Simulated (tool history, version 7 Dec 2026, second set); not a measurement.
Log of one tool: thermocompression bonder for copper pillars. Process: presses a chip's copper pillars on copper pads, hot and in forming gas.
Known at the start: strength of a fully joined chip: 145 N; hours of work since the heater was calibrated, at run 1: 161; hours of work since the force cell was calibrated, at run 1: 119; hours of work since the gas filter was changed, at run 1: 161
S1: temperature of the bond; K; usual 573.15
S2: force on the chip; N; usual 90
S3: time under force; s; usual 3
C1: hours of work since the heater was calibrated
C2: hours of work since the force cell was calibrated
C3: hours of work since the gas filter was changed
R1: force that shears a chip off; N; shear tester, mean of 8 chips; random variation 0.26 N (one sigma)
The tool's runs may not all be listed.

{"run": 1, "hour": 0.0, "S1": 573.15, "S2": 90, "S3": 3, "C1": 161, "C2": 119, "C3": 161, "R1": 79.5}
{"hour": 13.6, "done": "forming gas filter changed"}
{"run": 2, "hour": 43.7, "S1": 573.15, "S2": 90, "S3": 3, "C1": 189, "C2": 147, "C3": 19, "R1": 84.6}
{"run": 3, "hour": 120.1, "S1": 573.15, "S2": 90, "S3": 3, "C1": 238, "C2": 196, "C3": 68, "R1": 83.8}
{"run": 4, "hour": 177.7, "S1": 573.15, "S2": 90, "S3": 3, "C1": 275, "C2": 233, "C3": 105, "R1": 82.6}
{"run": 5, "hour": 219.8, "S1": 573.15, "S2": 90, "S3": 3, "C1": 302, "C2": 260, "C3": 132, "R1": 82}
{"hour": 282.7, "done": "forming gas filter changed"}
{"run": 6, "hour": 282.9, "S1": 573.15, "S2": 90, "S3": 3, "C1": 342, "C2": 300, "C3": 0, "R1": 86.8}
{"run": 7, "hour": 327.6, "S1": 573.15, "S2": 90, "S3": 3, "C1": 371, "C2": 329, "C3": 29, "R1": 86.5}
{"run": 8, "hour": 376.7, "S1": 573.15, "S2": 90, "S3": 3, "C1": 402, "C2": 360, "C3": 60, "R1": 86.3}
{"run": 9, "hour": 446.3, "S1": 573.15, "S2": 90, "S3": 4, "C1": 447, "C2": 405, "C3": 105, "R1": 92.5}
{"run": 10, "hour": 516.1, "S1": 573.15, "S2": 90, "S3": 2, "C1": 492, "C2": 450, "C3": 150, "R1": 74.5}
{"hour": 551.4, "done": "forming gas filter changed"}
{"run": 11, "hour": 579.3, "S1": 573.15, "S2": 90, "S3": 2, "C1": 532, "C2": 490, "C3": 18, "R1": 77.9}
{"run": 12, "hour": 616.6, "S1": 573.15, "S2": 110, "S3": 3, "C1": 556, "C2": 514, "C3": 42, "R1": 102.5}
{"run": 13, "hour": 654.4, "S1": 573.15, "S2": 110, "S3": 3, "C1": 580, "C2": 538, "C3": 66, "R1": 102.1}
{"run": 14, "hour": 705.2, "S1": 573.15, "S2": 110, "S3": 3, "C1": 613, "C2": 571, "C3": 99, "R1": 100.6}
{"run": 15, "hour": 777.2, "S1": 573.15, "S2": 121, "S3": 3, "C1": 659, "C2": 617, "C3": 145, "R1": 105.3}
{"hour": 802.1, "done": "heater calibrated with a thermocouple chip"}
{"hour": 820.5, "done": "forming gas filter changed"}
{"run": 16, "hour": 838.9, "S1": 573.15, "S2": 121, "S3": 3, "C1": 23, "C2": 655, "C3": 12, "R1": 107.2}
{"run": 17, "hour": 887.2, "S1": 573.15, "S2": 121, "S3": 3, "C1": 54, "C2": 686, "C3": 43, "R1": 106.3}
{"run": 18, "hour": 932.7, "S1": 573.15, "S2": 121, "S3": 3, "C1": 83, "C2": 715, "C3": 72, "R1": 106.1}
{"run": 19, "hour": 986.3, "S1": 573.15, "S2": 121, "S3": 3, "C1": 118, "C2": 749, "C3": 106, "R1": 103.8}
{"run": 20, "hour": 1045.1, "S1": 595.15, "S2": 112, "S3": 3, "C1": 156, "C2": 787, "C3": 144, "R1": 111.8}
{"hour": 1088.2, "done": "forming gas filter changed"}
{"run": 21, "hour": 1102.5, "S1": 595.15, "S2": 112, "S3": 3, "C1": 192, "C2": 824, "C3": 9, "R1": 119}
{"run": 22, "hour": 1152.5, "S1": 597.15, "S2": 90, "S3": 3, "C1": 224, "C2": 856, "C3": 41, "R1": 104.8}
{"run": 23, "hour": 1192.6, "S1": 597.15, "S2": 90, "S3": 3, "C1": 250, "C2": 881, "C3": 67, "R1": 103.9}
{"hour": 1242.7, "done": "force cell calibrated"}
{"run": 24, "hour": 1244.5, "S1": 573.15, "S2": 67, "S3": 3, "C1": 282, "C2": 1, "C3": 99, "R1": 62.6}
{"run": 25, "hour": 1276.9, "S1": 573.15, "S2": 59, "S3": 3, "C1": 303, "C2": 22, "C3": 120, "R1": 54.7}
{"run": 26, "hour": 1345.7, "S1": 568.15, "S2": 86, "S3": 3, "C1": 347, "C2": 66, "C3": 164, "R1": 74.2}
{"hour": 1356.2, "done": "forming gas filter changed"}
{"run": 27, "hour": 1405.2, "S1": 568.15, "S2": 86, "S3": 3, "C1": 385, "C2": 104, "C3": 31, "R1": 78.6}
{"run": 28, "hour": 1452.7, "S1": 574.15, "S2": 84, "S3": 4, "C1": 415, "C2": 134, "C3": 62, "R1": 87.7}

The next listed run, before its measurement:
{"run": 29, "hour": 1509.3, "S1": 574.15, "S2": 84, "S3": 4, "C1": 452, "C2": 171, "C3": 98, "R1": "?"}

R1: 86.8 N
Without the tool's hidden state the same run would have given R1 86.1 N.
